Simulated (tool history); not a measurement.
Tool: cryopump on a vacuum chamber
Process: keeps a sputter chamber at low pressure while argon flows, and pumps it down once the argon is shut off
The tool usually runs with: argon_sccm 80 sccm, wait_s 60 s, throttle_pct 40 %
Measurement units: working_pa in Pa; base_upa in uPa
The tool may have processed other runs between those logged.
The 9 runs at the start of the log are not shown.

run     day  argon_sccm  wait_s  throttle_pct  working_pa  base_upa
 10  15.979          80      60            40      0.2102      2.35
 11  18.162          80      60            40      0.2108      2.51
 12  20.288          80      60            40      0.2112      2.57
 13  22.071          80      21            40      0.2133      3.79
 14  24.121          80      21            40      0.2132      3.93
 15    25.1          80      60            40      0.2137      2.66
 16  26.925          80      60            40      0.2159      2.69
 17  28.492         136     121            15       0.951      2.38
 18   29.75          80      24            16      0.5257      3.83
 19  31.933          33      78            52      0.0698      2.66
 20  32.862          39     139            52      0.0833      2.38
 21  34.254          39     139            52      0.0823      2.47
 22  36.488          35      48            50       0.078      3.01
 23  38.429         117      60            40      0.3215      2.91
 24  40.092         117      60            40      0.3231      2.93
 25  41.704          51      60            30      0.1866      2.99
 26  43.442          51      60            30      0.1855      3.04
 27   44.65         107      60            40      0.2986      3.02
     45.925  -- pump warmed up, emptied and cooled again
 28  46.083         107      78            40      0.2763      2.58
 29  47.546         133     273            45      0.3073      2.26
 30  49.312         133     273            45      0.3097      2.21
 31  51.067         108     273            45      0.2515      2.18
 32  52.658         140      58            47       0.314      2.89

Here are 4 independent what-if runs from the current tool condition. What would each one return?
  A  53.733         140      51            47           ?         ?
  B  53.733          33      40            31           ?         ?
  C  53.733          80     181            40           ?         ?
  D  53.733         140      36            26           ?         ?

run  working_pa  base_upa
  A      0.3161      2.99
  B      0.1115      3.23
  C      0.2093      2.42
  D       0.562       3.3
Without the tool's unlogged condition, the same runs would have read:
run  working_pa  base_upa
  A      0.3073      0.97
  B      0.1094      1.21
  C      0.2043      0.41
  D      0.5532      1.31

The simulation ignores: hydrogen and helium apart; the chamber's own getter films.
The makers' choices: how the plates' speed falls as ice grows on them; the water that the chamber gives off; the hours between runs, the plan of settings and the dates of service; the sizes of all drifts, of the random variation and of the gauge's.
